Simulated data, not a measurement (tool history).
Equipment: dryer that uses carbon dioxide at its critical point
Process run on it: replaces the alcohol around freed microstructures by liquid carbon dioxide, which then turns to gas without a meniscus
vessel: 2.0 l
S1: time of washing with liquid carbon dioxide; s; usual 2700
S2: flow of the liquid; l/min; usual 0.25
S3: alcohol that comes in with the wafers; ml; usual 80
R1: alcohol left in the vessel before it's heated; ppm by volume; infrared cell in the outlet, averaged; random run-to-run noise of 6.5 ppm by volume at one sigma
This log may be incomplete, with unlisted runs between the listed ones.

run,day,S1,S2,S3,R1
1,0,2700,0.25,80,502
2,0.192,2700,0.25,80,500
3,0.579,2700,0.25,80,500
4,0.879,3000,0.25,80,318
5,1.262,2400,0.25,80,816
6,1.642,2400,0.25,80,849
# day 1.812: inlet filter changed
7,1.867,2400,0.25,80,523
8,2.112,2400,0.25,80,508
9,2.371,1680,0.25,72,1712
10,2.721,2700,0.25,119,472
11,3.125,2700,0.25,119,456

Predict each of these 5 candidate next runs independently; none follows another, all start after run 11:
A,3.4,1740,0.237,41,?
B,3.4,2700,0.163,50,?
C,3.4,2760,0.342,119,?
D,3.4,2580,0.248,29,?
E,3.4,2340,0.348,101,?

run,R1
A,1034
B,1022
C,92
D,172
E,165
Stripped of hidden state, with their random variation kept, the same runs would have yielded:
run,R1
A,973
B,960
C,61
D,137
E,128

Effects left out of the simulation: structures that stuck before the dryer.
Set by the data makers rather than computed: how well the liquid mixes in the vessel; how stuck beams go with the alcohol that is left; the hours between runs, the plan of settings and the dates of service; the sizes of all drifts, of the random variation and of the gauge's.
